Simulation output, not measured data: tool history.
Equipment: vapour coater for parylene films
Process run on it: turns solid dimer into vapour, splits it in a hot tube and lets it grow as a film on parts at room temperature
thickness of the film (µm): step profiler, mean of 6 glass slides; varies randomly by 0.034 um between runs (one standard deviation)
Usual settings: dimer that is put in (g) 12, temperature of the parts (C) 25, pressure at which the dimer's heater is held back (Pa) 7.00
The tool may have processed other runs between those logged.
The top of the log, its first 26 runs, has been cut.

run    hour  dimer that is put in (g)  temperature of the parts (C)  pressure at which the dimer's heater is held back (Pa)  thickness of the film (µm)
 27  1432.4                        16                            17                                                    6.63                        4.95
 28  1499.5                         6                            19                                                    7.49                        1.72
 29  1562.2                        12                            28                                                    6.52                        3.07
 30  1598.1                        12                            25                                                    7.00                        3.16
 31  1638.3                        10                            21                                                    7.00                        2.76
 32  1686.9                        12                            31                                                    4.51                        3.00
 33  1722.7                        12                            31                                                    2.04                        3.37
 34  1794.1                        15                            27                                                    2.04                        4.49
 35  1827.8                        12                            36                                                    2.30                        3.01
 36  1892.8                         7                            25                                                   11.94                        1.62

Alternative continuations, all from the tool just after run 36; predict every row:
  A  1964.2                        11                            25                                                   11.94                           ?
  B  1964.2                         7                            18                                                   11.94                           ?
  C  1964.2                         7                            25                                                   11.01                           ?

run  thickness of the film (µm)
  A                        2.54
  B                        1.82
  C                        1.61
Stripped of hidden state, with their random variation kept, the same runs would have yielded:
run  thickness of the film (µm)
  A                        2.93
  B                        2.09
  C                        1.86
